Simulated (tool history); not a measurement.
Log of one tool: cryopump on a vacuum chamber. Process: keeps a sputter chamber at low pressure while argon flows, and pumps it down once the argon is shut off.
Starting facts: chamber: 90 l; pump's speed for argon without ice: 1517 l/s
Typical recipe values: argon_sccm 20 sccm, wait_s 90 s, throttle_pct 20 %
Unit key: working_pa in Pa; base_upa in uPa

run,hour,argon_sccm,wait_s,throttle_pct,working_pa,base_upa
1,0,20,90,20,0.1171,2.74
2,70.9,20,90,20,0.1185,2.73
3,173.8,20,90,20,0.1172,2.95
4,259.7,22,90,20,0.1296,2.99
5,330.9,22,90,20,0.1292,3.04
6,440.2,20,90,20,0.1218,3.04
7,500.1,20,90,20,0.1187,3.18
8,596.9,20,90,20,0.1189,3.13
# hour 662.8: pump warmed up, emptied and cooled again
9,676.1,20,90,16,0.1392,2.56
10,740.5,20,90,16,0.1415,2.52
11,834.7,20,79,16,0.1401,2.71
12,889.9,20,79,44,0.0503,2.78
13,988.7,10,79,44,0.026,2.81
14,1055.9,10,79,44,0.0263,2.85
# hour 1067.8: leaking fittings of the chamber tightened, without venting
15,1112.2,10,79,44,0.0258,1.09
16,1204,10,79,44,0.0266,1.12
17,1269.8,10,79,44,0.0258,1.15
18,1373.2,10,79,44,0.0269,1.19
19,1487.2,10,79,44,0.0276,1.24
20,1566.3,10,79,44,0.0277,1.31
21,1624.5,15,173,44,0.0407,0.83
22,1720.8,15,172,44,0.0409,0.89
23,1780.2,15,172,44,0.0416,0.93
24,1883.8,15,111,44,0.042,1.16
25,1982.7,20,20,23,0.1025,4.11
26,2102.2,18,154,28,0.0781,1.06
27,2208.6,18,154,28,0.0783,1.12
28,2271.8,10,162,20,0.0596,1.17
29,2376.9,10,162,20,0.0584,1.2
30,2459.2,10,162,20,0.0607,1.22
# hour 2496.6: pump warmed up, emptied and cooled again
31,2560.4,10,90,19,0.0584,1.37
32,2625.2,20,166,30,0.075,1.09
33,2720.5,12,90,26,0.0524,1.43

Here are 4 independent what-if runs from the current tool condition. What would each one return?
A,2769.1,12,131,26,?,?
B,2769.1,20,143,33,?,?
C,2769.1,26,55,26,?,?
D,2769.1,20,90,23,?,?

run,working_pa,base_upa
A,0.0521,1.19
B,0.0706,1.13
C,0.1134,1.91
D,0.0975,1.47
With the hidden condition removed and each run's random variation left untouched, the same runs would have given:
run,working_pa,base_upa
A,0.0512,0.69
B,0.0691,0.65
C,0.1115,1.43
D,0.0961,0.98

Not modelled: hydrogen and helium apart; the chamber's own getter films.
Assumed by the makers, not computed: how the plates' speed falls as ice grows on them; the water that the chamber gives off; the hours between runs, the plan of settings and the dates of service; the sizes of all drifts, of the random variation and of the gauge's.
